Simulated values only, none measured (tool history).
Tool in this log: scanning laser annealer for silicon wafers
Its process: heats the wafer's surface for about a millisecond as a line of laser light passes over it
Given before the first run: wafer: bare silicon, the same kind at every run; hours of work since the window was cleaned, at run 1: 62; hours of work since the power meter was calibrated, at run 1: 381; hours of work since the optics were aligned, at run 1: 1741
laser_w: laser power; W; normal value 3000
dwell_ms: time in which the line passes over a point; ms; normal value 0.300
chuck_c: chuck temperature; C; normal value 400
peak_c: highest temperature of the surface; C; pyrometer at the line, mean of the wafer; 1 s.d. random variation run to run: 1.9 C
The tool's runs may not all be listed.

run	hour	laser_w	dwell_ms	chuck_c	hours of work since the window was cleaned	hours of work since the power meter was calibrated	hours of work since the optics were aligned	peak_c
1	0.0	3000	0.300	400	62	381	1741	1223
2	25.5	3000	0.300	400	82	401	1760	1227
3	38.7	3000	0.309	400	92	411	1771	1239
4	58.1	3000	0.309	400	107	426	1786	1238
5	74.1	3000	0.309	400	120	439	1798	1243
6	98.9	3000	0.309	400	139	458	1817	1238
7	120.6	3000	0.309	400	156	475	1834	1239
8	142.3	3000	0.309	400	173	492	1851	1237
9	154.0	2851	0.300	400	182	501	1860	1185
10	169.2	3000	0.275	429	194	512	1872	1220
11	182.3	3000	0.275	429	204	523	1882	1217
12	195.7	2817	0.246	400	214	533	1892	1097
13	208.6	2817	0.246	400	224	543	1902	1098
14	225.9	2817	0.230	402	237	556	1916	1077
15	251.6	3000	0.301	381	257	576	1936	1205
16	272.6	2703	0.283	381	274	593	1952	1105
17	287.1	2741	0.309	404	285	604	1963	1171

Branching from run 17: 5 alternative next runs. What would each branch give?
A	303.9	3000	0.212	414	298	617	1976	?
B	303.9	2741	0.329	404	298	617	1976	?
C	303.9	3075	0.309	404	298	617	1976	?
D	303.9	2886	0.309	404	298	617	1976	?
E	303.9	2622	0.217	400	298	617	1976	?

run	peak_c
A	1100
B	1198
C	1261
D	1209
E	1007
Take away the tool's hidden state, keep each run's random variation, and the runs would have read:
run	peak_c
A	1101
B	1199
C	1262
D	1210
E	1008
